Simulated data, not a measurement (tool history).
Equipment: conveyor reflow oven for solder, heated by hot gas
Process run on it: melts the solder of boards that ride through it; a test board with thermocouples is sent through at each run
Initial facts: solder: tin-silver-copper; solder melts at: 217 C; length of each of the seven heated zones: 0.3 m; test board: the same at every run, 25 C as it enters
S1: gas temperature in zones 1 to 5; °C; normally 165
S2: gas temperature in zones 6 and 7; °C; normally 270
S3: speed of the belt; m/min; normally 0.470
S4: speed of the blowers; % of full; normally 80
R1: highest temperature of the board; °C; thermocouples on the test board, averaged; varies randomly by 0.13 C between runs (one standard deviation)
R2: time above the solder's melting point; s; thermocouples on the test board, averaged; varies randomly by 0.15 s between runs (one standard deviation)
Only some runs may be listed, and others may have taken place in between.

run	hour	S1	S2	S3	S4	R1	R2
1	0.0	165	270	0.470	80	255.3	57.2
# hour 48.4: flux residue cleaned out of gas plates and filters
2	73.3	165	270	0.470	80	255.5	57.2
3	127.6	165	270	0.470	80	255.4	56.9
4	170.1	165	270	0.470	80	255.4	57.3
5	235.5	172	270	0.470	80	256.7	59.9
6	323.8	165	270	0.470	80	255.5	57.1
7	379.5	177	270	0.470	80	257.1	62.3
8	473.6	177	277	0.426	87	266.9	74.4
9	559.3	164	266	0.470	61	248.6	50.8
# hour 636.7: flux residue cleaned out of gas plates and filters
10	656.4	166	270	0.470	71	254.2	56.3
# hour 722.2: belt drive overhauled, speed set with a stopwatch
11	745.2	166	270	0.415	71	258.0	67.6
12	808.9	154	261	0.552	80	240.3	34.5

Below are 4 alternative next runs, each starting from the tool's condition after run 12. Predict each:
A	865.1	165	276	0.470	80	?	?
B	865.1	156	261	0.552	77	?	?
C	865.1	165	270	0.397	80	?	?
D	865.1	165	282	0.470	65	?	?

run	R1	R2
A	260.8	60.5
B	240.1	34.2
C	260.3	72.3
D	263.5	61.0
The same runs, with their run-to-run variation unchanged, on a tool lacking any hidden condition would have given:
run	R1	R2
A	260.8	60.5
B	240.1	34.2
C	260.2	72.2
D	263.4	60.9
